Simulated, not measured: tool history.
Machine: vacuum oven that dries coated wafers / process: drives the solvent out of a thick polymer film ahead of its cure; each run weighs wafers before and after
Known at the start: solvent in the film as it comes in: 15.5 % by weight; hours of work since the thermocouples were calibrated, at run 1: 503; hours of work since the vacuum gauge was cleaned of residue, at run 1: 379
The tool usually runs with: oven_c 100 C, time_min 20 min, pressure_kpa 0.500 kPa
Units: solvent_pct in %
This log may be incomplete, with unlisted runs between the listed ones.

run,day,oven_c,time_min,pressure_kpa,hours of work since the thermocouples were calibrated,hours of work since the vacuum gauge was cleaned of residue,solvent_pct
1,0.000,100,20,0.500,503,379,0.85
2,0.775,101,20,0.500,516,392,0.70
3,1.221,90,20,0.500,523,400,2.36
4,2.012,90,20,0.500,536,413,2.33
5,3.067,90,34,0.500,554,430,0.90
6,4.104,90,34,0.500,571,448,0.89
7,5.033,90,34,0.500,587,463,0.89
8,5.525,90,34,0.500,595,471,0.88
9,5.967,100,20,0.500,603,479,0.81
10,6.475,100,20,1.238,611,487,1.11
11,7.346,100,20,1.238,626,502,1.14
12,8.108,100,20,1.238,638,515,1.12
13,9.029,100,20,0.496,654,530,0.82
14,9.488,100,20,0.496,661,538,0.84
15,10.004,100,13,0.496,670,546,1.91
16,10.729,100,13,0.496,682,559,1.95
17,11.417,100,13,1.124,694,570,2.16
18,11.971,100,13,1.124,703,579,2.17
19,12.808,100,13,1.124,717,593,2.16
20,13.700,100,13,1.124,732,608,2.14
21,14.225,100,13,1.124,741,617,2.16
22,14.992,100,13,1.124,753,630,2.16
23,15.762,100,13,1.124,766,643,2.14
24,16.233,112,13,0.399,774,651,0.47
25,16.696,97,31,1.032,782,658,0.75
26,17.600,97,31,1.032,797,673,0.73
27,18.525,103,31,1.032,812,689,0.50
28,19.371,89,11,0.500,827,703,5.05
29,20.342,89,11,0.500,843,719,5.06
30,20.958,89,11,0.500,853,730,5.04
31,21.900,101,30,0.336,869,745,0.32
32,22.975,114,24,0.885,887,763,0.27
33,23.783,114,24,0.885,900,777,0.26
34,24.458,100,16,1.986,912,788,1.87
35,25.408,100,32,0.500,928,804,0.36
36,26.483,87,13,0.659,946,822,4.89
37,27.167,87,19,0.470,957,833,3.12
38,27.646,100,10,1.137,965,841,3.10
39,28.558,100,10,1.137,980,857,3.11
40,29.212,100,10,0.471,991,868,2.88
41,29.742,107,13,0.471,1000,876,0.93

For run 42, what comes out?
42,30.675,107,13,0.471,1016,892,?

solvent_pct: 0.89 %
Minus the tool's unlogged condition, the same run would have read solvent_pct 0.93 %.
